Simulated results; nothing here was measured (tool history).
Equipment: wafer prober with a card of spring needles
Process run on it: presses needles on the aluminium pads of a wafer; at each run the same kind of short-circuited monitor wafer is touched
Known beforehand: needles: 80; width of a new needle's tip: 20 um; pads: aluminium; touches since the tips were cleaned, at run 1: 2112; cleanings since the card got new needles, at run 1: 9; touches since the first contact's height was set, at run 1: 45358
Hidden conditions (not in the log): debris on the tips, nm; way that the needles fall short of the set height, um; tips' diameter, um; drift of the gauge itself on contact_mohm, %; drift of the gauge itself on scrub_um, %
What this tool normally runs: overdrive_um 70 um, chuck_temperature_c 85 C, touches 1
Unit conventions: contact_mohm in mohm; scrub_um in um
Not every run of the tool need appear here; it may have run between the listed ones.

run,hour,overdrive_um,chuck_temperature_c,touches,touches since the tips were cleaned,cleanings since the card got new needles,touches since the first contact's height was set,contact_mohm,scrub_um
1,0,70,85,1,2112,9,45358,405,12.62
# hour 5.8: tips cleaned on abrasive film
2,11,70,85,1,2219,10,49974,393,12.62
# hour 16.8: tips cleaned on abrasive film
3,16.9,70,85,1,45,11,52427,216,12.64
4,23.1,70,85,1,2673,11,55055,430,12.71
# hour 27.4: tips cleaned on abrasive film
5,32.1,70,85,1,1978,12,58792,387,12.71
# hour 38.8: tips cleaned on abrasive film
6,42.6,90,85,1,1595,13,63177,284,16.17
7,48.5,90,85,1,4115,13,65697,371,16.19
# hour 49.8: tips cleaned on abrasive film
8,59.5,70,56,1,4088,14,70300,497,12.62
# hour 61.2: tips cleaned on abrasive film
9,71.5,70,56,2,4361,15,75320,370,12.52
# hour 72.5: tips cleaned on abrasive film
10,82.9,70,85,1,4372,16,80089,508,12.49
# hour 83.7: tips cleaned on abrasive film
11,89.3,70,85,1,2367,17,82757,408,12.5
# hour 94.9: tips cleaned on abrasive film
12,94.9,70,85,1,0,18,85087,215,12.44
# hour 105.6: tips cleaned on abrasive film
13,105.9,82,54,3,168,19,89720,185,14.85
14,112,68,54,2,2724,19,92276,359,12.16
# hour 116: tips cleaned on abrasive film
15,123.6,70,112,1,3201,20,97146,457,12.54
# hour 127.4: tips cleaned on abrasive film
16,131.8,70,112,1,1867,21,100569,373,12.53
17,137.5,70,39,1,4251,21,102953,521,12.4
# hour 138.7: tips cleaned on abrasive film
18,146.7,66,110,1,3392,22,106834,513,11.78
# hour 149.4: tips cleaned on abrasive film
19,157.9,66,49,2,3615,23,111532,395,11.66
# hour 160.1: tips cleaned on abrasive film
20,165.6,74,85,1,2346,24,114745,414,13.04
# hour 170.6: tips cleaned on abrasive film
21,172.7,74,85,1,895,25,117673,297,13.09
22,178.9,70,54,1,3533,25,120311,502,12.31
# hour 181.3: tips cleaned on abrasive film
23,186.6,70,54,1,2246,26,123509,436,12.41

Predict each of these 5 candidate next runs independently; none follows another, all start after run 23:
# hour 191.9: tips cleaned on abrasive film
A,196.2,72,103,1,1811,27,127525,?,?
# hour 191.9: tips cleaned on abrasive film
B,196.2,70,28,1,1811,27,127525,?,?
# hour 191.9: tips cleaned on abrasive film
C,196.2,70,54,2,1811,27,127525,?,?
# hour 191.9: tips cleaned on abrasive film
D,196.2,69,64,2,1811,27,127525,?,?
# hour 191.9: tips cleaned on abrasive film
E,196.2,78,54,1,1811,27,127525,?,?

run,contact_mohm,scrub_um
A,382,12.82
B,407,12.31
C,309,12.37
D,313,12.12
E,356,13.78
Stripped of hidden state, with their random variation kept, the same runs would have yielded:
run,contact_mohm,scrub_um
A,183,13.37
B,169,12.86
C,172,12.91
D,175,12.66
E,171,14.33
